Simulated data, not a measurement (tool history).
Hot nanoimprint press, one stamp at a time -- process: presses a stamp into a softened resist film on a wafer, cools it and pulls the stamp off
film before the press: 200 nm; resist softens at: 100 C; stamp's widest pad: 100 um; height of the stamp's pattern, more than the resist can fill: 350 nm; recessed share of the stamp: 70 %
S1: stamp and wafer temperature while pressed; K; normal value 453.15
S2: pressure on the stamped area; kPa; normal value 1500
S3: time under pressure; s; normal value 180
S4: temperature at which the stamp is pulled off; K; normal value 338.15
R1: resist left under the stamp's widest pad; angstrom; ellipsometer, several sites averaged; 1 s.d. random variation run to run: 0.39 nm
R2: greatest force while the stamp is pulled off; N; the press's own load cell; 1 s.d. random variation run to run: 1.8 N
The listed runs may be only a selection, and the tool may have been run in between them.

run   hour      S1    S2   S3      S4    R1   R2
  1      0  453.15  1500  180  338.15  1004  215
  2    7.6  453.15  1500  180  343.15   998  198
  3   17.3  453.15  1500  180  343.15   999  196
  4   24.1  453.15  1500  180  338.15  1002  215
  5   34.8  453.15  1500  180  338.15  1003  213
  6   47.3  453.15  1500  180  338.15  1014  212
  7   54.5  453.15  1500  180  338.15  1002  215
  8     64  453.15  1500  180  338.15  1009  211
  9   74.9  453.15  1500  180  339.15  1012  212
 10   85.4  453.15  1500  180  338.15  1005  211
 11   98.6  453.15  1500  180  334.15  1014  224
 12  106.2  453.15  1500  180  334.15  1008  223
 13    117  453.15  1500  180  334.15  1013  225
 14  125.8  453.15  1500  180  338.15  1017  216
 15  138.8  453.15  1500  180  338.15  1017  210
 16  152.2  453.15  1500  180  332.15  1015  232
 17  158.7  453.15  1280  106  328.15  1288  243
     167.2  -- gauge calibrated
 18  170.7  453.15  1560  322  338.15   802  210
 19    178  463.15  1500  180  329.15   731  241
 20  189.6  453.15  1500  278  338.15   866  214
 21  198.7  454.15  1500  165  338.15   998  214
 22  212.1  454.15  1500  165  338.15  1004  212
     226.4  -- plate thermocouple calibrated
 23  228.9  454.15  1500  165  338.15  1005  213
 24  237.6  453.15  2110  240  338.15   758  211
 25    252  453.15  2110   98  343.15  1044  197
 26  265.9  453.15  2110   98  343.15  1037  195
 27  272.8  453.15   980  183  338.15  1231  212
 28    279  453.15   980  183  338.15  1238  213
 29  289.4  453.15   980  183  338.15  1228  212
 30  295.8  445.15  1440  183  338.15  1296  213

4 ways to go on from here, each from the tool as it stands after run 30. What would each give?
  A   309  445.15   960  314  338.15   ?   ?
  B   309  445.15  1440  183  339.15   ?   ?
  C   309  453.15  1500  182  343.15   ?   ?
  D   309  453.15  1500  180  328.15   ?   ?

run    R1   R2
  A  1333  212
  B  1301  210
  C  1015  196
  D  1016  242
Stripped of hidden state, with their random variation kept, the same runs would have yielded:
run    R1   R2
  A  1310  211
  B  1279  210
  C   998  195
  D   998  242
